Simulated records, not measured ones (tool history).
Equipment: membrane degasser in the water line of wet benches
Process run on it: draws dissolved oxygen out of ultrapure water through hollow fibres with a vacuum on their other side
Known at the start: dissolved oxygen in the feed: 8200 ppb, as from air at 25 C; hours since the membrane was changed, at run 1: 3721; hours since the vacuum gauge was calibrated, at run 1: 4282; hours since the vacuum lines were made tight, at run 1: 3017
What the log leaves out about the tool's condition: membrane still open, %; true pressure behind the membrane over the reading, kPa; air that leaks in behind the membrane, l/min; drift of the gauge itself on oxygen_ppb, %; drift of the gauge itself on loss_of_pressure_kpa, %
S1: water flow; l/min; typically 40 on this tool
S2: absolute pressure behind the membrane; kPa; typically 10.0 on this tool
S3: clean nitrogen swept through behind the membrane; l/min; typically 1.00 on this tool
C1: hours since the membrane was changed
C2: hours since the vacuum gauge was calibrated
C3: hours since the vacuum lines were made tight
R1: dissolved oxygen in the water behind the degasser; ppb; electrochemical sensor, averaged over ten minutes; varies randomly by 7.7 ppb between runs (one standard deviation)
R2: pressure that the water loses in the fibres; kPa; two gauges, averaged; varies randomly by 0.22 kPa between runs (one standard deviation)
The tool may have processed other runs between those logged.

{"run": 1, "hour": 0.0, "S1": 40, "S2": 10.0, "S3": 1.0, "C1": 3721, "C2": 4282, "C3": 3017, "R1": 814.4, "R2": 53.21}
{"run": 2, "hour": 105.7, "S1": 40, "S2": 10.0, "S3": 1.0, "C1": 3827, "C2": 4388, "C3": 3123, "R1": 818.5, "R2": 53.51}
{"run": 3, "hour": 205.1, "S1": 40, "S2": 10.0, "S3": 1.0, "C1": 3926, "C2": 4488, "C3": 3223, "R1": 828.4, "R2": 53.65}
{"run": 4, "hour": 278.0, "S1": 40, "S2": 10.0, "S3": 1.0, "C1": 3999, "C2": 4560, "C3": 3296, "R1": 824.1, "R2": 53.69}
{"run": 5, "hour": 378.2, "S1": 40, "S2": 10.0, "S3": 1.0, "C1": 4099, "C2": 4661, "C3": 3396, "R1": 813.9, "R2": 53.75}
{"run": 6, "hour": 498.1, "S1": 40, "S2": 10.0, "S3": 1.0, "C1": 4219, "C2": 4781, "C3": 3516, "R1": 819.3, "R2": 53.82}
{"run": 7, "hour": 630.4, "S1": 40, "S2": 10.0, "S3": 1.0, "C1": 4352, "C2": 4913, "C3": 3648, "R1": 836.4, "R2": 53.75}
{"run": 8, "hour": 766.7, "S1": 40, "S2": 10.0, "S3": 1.0, "C1": 4488, "C2": 5049, "C3": 3784, "R1": 835.8, "R2": 54.04}
{"run": 9, "hour": 854.1, "S1": 40, "S2": 10.0, "S3": 1.0, "C1": 4575, "C2": 5137, "C3": 3872, "R1": 815.5, "R2": 54.05}
{"hour": 900.3, "done": "vacuum gauge calibrated"}
{"run": 10, "hour": 978.0, "S1": 40, "S2": 10.0, "S3": 1.0, "C1": 4699, "C2": 78, "C3": 3995, "R1": 835.4, "R2": 53.76}
{"run": 11, "hour": 1057.2, "S1": 40, "S2": 10.0, "S3": 1.48, "C1": 4778, "C2": 157, "C3": 4074, "R1": 700.1, "R2": 53.91}
{"run": 12, "hour": 1129.7, "S1": 40, "S2": 10.0, "S3": 0.99, "C1": 4850, "C2": 229, "C3": 4147, "R1": 869.1, "R2": 54.11}
{"run": 13, "hour": 1228.8, "S1": 40, "S2": 10.0, "S3": 0.99, "C1": 4950, "C2": 329, "C3": 4246, "R1": 858.6, "R2": 54.27}
{"run": 14, "hour": 1343.2, "S1": 40, "S2": 10.0, "S3": 0.99, "C1": 5064, "C2": 443, "C3": 4360, "R1": 856.1, "R2": 54.6}
{"run": 15, "hour": 1409.9, "S1": 40, "S2": 10.0, "S3": 0.99, "C1": 5131, "C2": 510, "C3": 4427, "R1": 854.9, "R2": 54.51}
{"hour": 1467.7, "done": "vacuum gauge calibrated, once more"}
{"run": 16, "hour": 1475.7, "S1": 40, "S2": 10.0, "S3": 0.99, "C1": 5196, "C2": 8, "C3": 4492, "R1": 805.8, "R2": 53.92}
{"run": 17, "hour": 1570.1, "S1": 40, "S2": 10.0, "S3": 1.0, "C1": 5290, "C2": 102, "C3": 4587, "R1": 820.9, "R2": 54.39}
{"run": 18, "hour": 1688.8, "S1": 35, "S2": 23.6, "S3": 1.48, "C1": 5409, "C2": 221, "C3": 4705, "R1": 1148.1, "R2": 47.58}
{"run": 19, "hour": 1814.4, "S1": 35, "S2": 14.8, "S3": 2.93, "C1": 5535, "C2": 347, "C3": 4831, "R1": 555.0, "R2": 47.39}
{"run": 20, "hour": 1893.8, "S1": 35, "S2": 14.8, "S3": 2.93, "C1": 5614, "C2": 426, "C3": 4910, "R1": 556.6, "R2": 47.81}
{"run": 21, "hour": 1985.6, "S1": 53, "S2": 19.1, "S3": 1.0, "C1": 5706, "C2": 518, "C3": 5002, "R1": 1728.5, "R2": 72.2}
{"run": 22, "hour": 2120.0, "S1": 60, "S2": 19.1, "S3": 2.25, "C1": 5840, "C2": 652, "C3": 5136, "R1": 1317.5, "R2": 81.17}
{"run": 23, "hour": 2236.7, "S1": 60, "S2": 19.1, "S3": 2.25, "C1": 5957, "C2": 769, "C3": 5253, "R1": 1298.7, "R2": 81.53}
{"run": 24, "hour": 2371.3, "S1": 60, "S2": 19.1, "S3": 2.25, "C1": 6092, "C2": 904, "C3": 5388, "R1": 1308.1, "R2": 82.38}
{"run": 25, "hour": 2496.5, "S1": 24, "S2": 19.1, "S3": 2.25, "C1": 6217, "C2": 1029, "C3": 5513, "R1": 525.9, "R2": 32.94}
{"run": 26, "hour": 2561.3, "S1": 31, "S2": 19.1, "S3": 2.25, "C1": 6282, "C2": 1094, "C3": 5578, "R1": 678.6, "R2": 42.18}
{"run": 27, "hour": 2692.3, "S1": 63, "S2": 19.1, "S3": 2.25, "C1": 6413, "C2": 1225, "C3": 5709, "R1": 1345.4, "R2": 86.49}
{"run": 28, "hour": 2758.9, "S1": 63, "S2": 19.1, "S3": 2.25, "C1": 6479, "C2": 1291, "C3": 5775, "R1": 1344.1, "R2": 86.26}
{"run": 29, "hour": 2883.9, "S1": 54, "S2": 8.3, "S3": 0.77, "C1": 6604, "C2": 1416, "C3": 5900, "R1": 1057.2, "R2": 74.53}
{"run": 30, "hour": 2989.6, "S1": 54, "S2": 8.3, "S3": 0.77, "C1": 6710, "C2": 1522, "C3": 6006, "R1": 1041.6, "R2": 74.57}
{"run": 31, "hour": 3124.7, "S1": 33, "S2": 8.3, "S3": 1.02, "C1": 6845, "C2": 1657, "C3": 6141, "R1": 571.2, "R2": 45.57}
{"run": 32, "hour": 3191.6, "S1": 43, "S2": 13.4, "S3": 1.0, "C1": 6912, "C2": 1724, "C3": 6208, "R1": 1116.9, "R2": 59.01}
{"run": 33, "hour": 3307.5, "S1": 43, "S2": 13.4, "S3": 1.0, "C1": 7028, "C2": 1840, "C3": 6324, "R1": 1124.4, "R2": 58.97}

Hidden state or all else? Some run-to-run changes of R1, split into what the settings, what came in and random variation would give without the hidden state, and what is left for the hidden state (with any gauge scatter that isn't in both results):
Run 15 -> 16: vacuum gauge calibrated, once more. R1 -49.1 ppb: hidden state -42.2, all else -6.9.
Run 20 -> 21: S1 35 -> 53, S2 14.8 -> 19.1, S3 2.93 -> 1.00. R1 +1171.9 ppb: hidden state +8.2, all else +1163.7.
Run 24 -> 25: S1 60 -> 24. R1 -782.2 ppb: hidden state -31.4, all else -750.8.
Run 26 -> 27: S1 31 -> 63. R1 +666.8 ppb: hidden state +27.9, all else +638.9.

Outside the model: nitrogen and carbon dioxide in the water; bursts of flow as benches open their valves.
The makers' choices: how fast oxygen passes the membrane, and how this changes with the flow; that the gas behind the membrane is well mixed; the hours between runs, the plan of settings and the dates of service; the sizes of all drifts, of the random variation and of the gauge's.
